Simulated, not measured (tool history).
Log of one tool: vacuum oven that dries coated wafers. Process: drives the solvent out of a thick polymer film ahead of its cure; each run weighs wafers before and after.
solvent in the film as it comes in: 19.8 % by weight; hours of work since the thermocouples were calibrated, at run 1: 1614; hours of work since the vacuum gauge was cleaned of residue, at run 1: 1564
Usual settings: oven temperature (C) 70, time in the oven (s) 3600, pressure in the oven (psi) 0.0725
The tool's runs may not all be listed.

run,day,oven temperature (C),time in the oven (s),pressure in the oven (psi),hours of work since the thermocouples were calibrated,hours of work since the vacuum gauge was cleaned of residue,solvent left in the film (%)
1,0,70,3600,0.0725,1614,1564,1.59
2,1.767,70,3600,0.0725,1640,1590,1.77
# day 3.112: oven's thermocouples calibrated
3,4.25,70,3600,0.2039,17,1625,1.63
4,6.638,70,3600,0.2039,52,1661,1.69
5,8.358,70,3600,0.0674,78,1686,1.28
# day 8.8: vacuum gauge cleaned of residue and calibrated
6,10.121,70,3600,0.0674,103,20,1.22
7,13.033,70,3600,0.0674,146,63,1.15
8,14.696,70,3600,0.0674,171,87,1.2
9,17.379,70,3600,0.1329,210,127,1.42
10,20.312,70,3600,0.1226,254,171,1.41
11,22.7,70,3600,0.1226,289,206,1.35
12,25.679,70,3600,0.0455,333,250,1.13
13,27.904,70,3600,0.0455,366,283,1.21
14,29.167,70,3600,0.0725,385,302,1.25
15,31.012,70,4800,0.0725,413,329,0.62
16,33.388,70,4800,0.0725,448,364,0.72
17,35.846,70,4800,0.0725,484,401,0.7
18,37.492,70,2940,0.0725,509,425,1.95
19,38.862,70,2940,0.0397,529,445,1.9
20,40.333,81,3600,0.0725,551,467,0.32
21,41.579,81,3600,0.0725,569,486,0.28
22,43.279,81,3600,0.0725,594,511,0.28
23,44.883,66,3600,0.0725,618,535,2.15
24,46.242,66,3600,0.0725,638,555,2.08
25,47.517,69,3840,0.2215,657,574,1.78
26,49.883,69,3840,0.2215,692,609,1.7
27,52.546,82,4380,0.0725,732,648,0.12
28,53.904,64,5400,0.079,752,668,1.19
29,56.121,64,5400,0.079,785,701,1.31
30,58.542,58,3600,0.0725,820,737,4.42
31,60.721,62,3480,0.122,853,769,3.52
32,63.608,60,2520,0.1257,895,812,5.99
33,66.342,60,2520,0.1257,936,853,6.07
34,68.042,60,2520,0.1257,961,878,6.1
35,69.283,70,2580,0.0413,980,896,2.61
36,72.117,70,3600,0.2107,1022,938,1.79
37,74.029,67,3600,0.0683,1050,967,2.05
38,76.967,68,3600,0.0725,1093,1010,1.83
39,79.371,63,5520,0.1004,1129,1046,1.57
40,81.325,67,2400,0.2634,1158,1075,4.37
41,83.754,67,2400,0.2634,1194,1111,4.52
42,85.642,57,3600,0.0719,1222,1139,4.87
43,88.654,57,3600,0.0719,1267,1183,5.04
44,89.912,83,3480,0.0725,1285,1202,0.24
45,92.733,82,3480,0.1523,1327,1244,0.48
46,94.179,70,4980,0.0859,1349,1265,0.82

Forecast each of these 5 alternatives for the next run:
A,95.429,70,3600,0.2659,1367,1284,?
B,95.429,68,3600,0.1011,1367,1284,?
C,95.429,61,5640,0.0859,1367,1284,?
D,95.429,73,4980,0.0402,1367,1284,?
E,95.429,59,3600,0.1099,1367,1284,?

run,solvent left in the film (%)
A,2.12
B,1.99
C,1.81
D,0.46
E,4.53
Without the tool's hidden state the same runs would have given:
run,solvent left in the film (%)
A,1.78
B,1.62
C,1.4
D,0.27
E,4
